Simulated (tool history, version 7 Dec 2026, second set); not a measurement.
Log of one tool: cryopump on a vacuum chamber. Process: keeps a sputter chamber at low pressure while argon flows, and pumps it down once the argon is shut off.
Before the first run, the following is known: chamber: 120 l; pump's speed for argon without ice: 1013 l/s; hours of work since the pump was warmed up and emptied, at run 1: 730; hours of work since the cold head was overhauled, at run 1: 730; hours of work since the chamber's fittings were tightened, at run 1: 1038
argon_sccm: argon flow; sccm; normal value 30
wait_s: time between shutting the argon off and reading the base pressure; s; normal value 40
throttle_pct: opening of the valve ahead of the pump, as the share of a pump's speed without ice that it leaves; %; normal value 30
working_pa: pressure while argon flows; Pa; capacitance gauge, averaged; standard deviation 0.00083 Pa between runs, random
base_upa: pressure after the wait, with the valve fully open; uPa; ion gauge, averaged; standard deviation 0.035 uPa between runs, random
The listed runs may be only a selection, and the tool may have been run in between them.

run   hour  argon_sccm  wait_s  throttle_pct  hours of work since the pump was warmed up and emptied  hours of work since the cold head was overhauled  hours of work since the chamber's fittings were tightened  working_pa  base_upa
  1      0          30      40            30                                                     730                                               730                                                       1038      0.1762      2.16
  2     42          30      40            30                                                     754                                               754                                                       1062      0.1759      2.21
  3   72.8          30      40            30                                                     772                                               772                                                       1079      0.1748      2.23
  4  110.8          30      40            30                                                     793                                               793                                                       1101      0.1755       2.2
  5  149.5          30      40            30                                                     816                                               816                                                       1124      0.1778      2.16
  6  179.9          39     106            33                                                     833                                               833                                                       1141      0.2081      1.19
  7    213          57      32            21                                                     852                                               852                                                       1160       0.473      2.61
  8    254          57      32            21                                                     876                                               876                                                       1184       0.477      2.57
  9  272.8          30     166            38                                                     887                                               887                                                       1195      0.1429      0.99
 10  304.1          30     166            21                                                     905                                               905                                                       1213      0.2451      1.06

Forecast each of these 4 alternatives for the next run:
  A  336.7          28     166            46                                                     924                                               924                                                       1231           ?         ?
  B  336.7          30      68            29                                                     924                                               924                                                       1231           ?         ?
  C  336.7          30      40            49                                                     924                                               924                                                       1231           ?         ?
  D  336.7          30     120            30                                                     924                                               924                                                       1231           ?         ?

run  working_pa  base_upa
  A      0.1118      1.03
  B      0.1834      1.59
  C      0.1133      2.24
  D      0.1782      1.16
Stripped of hidden state, with their random variation kept, the same runs would have yielded:
run  working_pa  base_upa
  A      0.1012      0.69
  B      0.1721      1.24
  C       0.102       1.9
  D      0.1668      0.82

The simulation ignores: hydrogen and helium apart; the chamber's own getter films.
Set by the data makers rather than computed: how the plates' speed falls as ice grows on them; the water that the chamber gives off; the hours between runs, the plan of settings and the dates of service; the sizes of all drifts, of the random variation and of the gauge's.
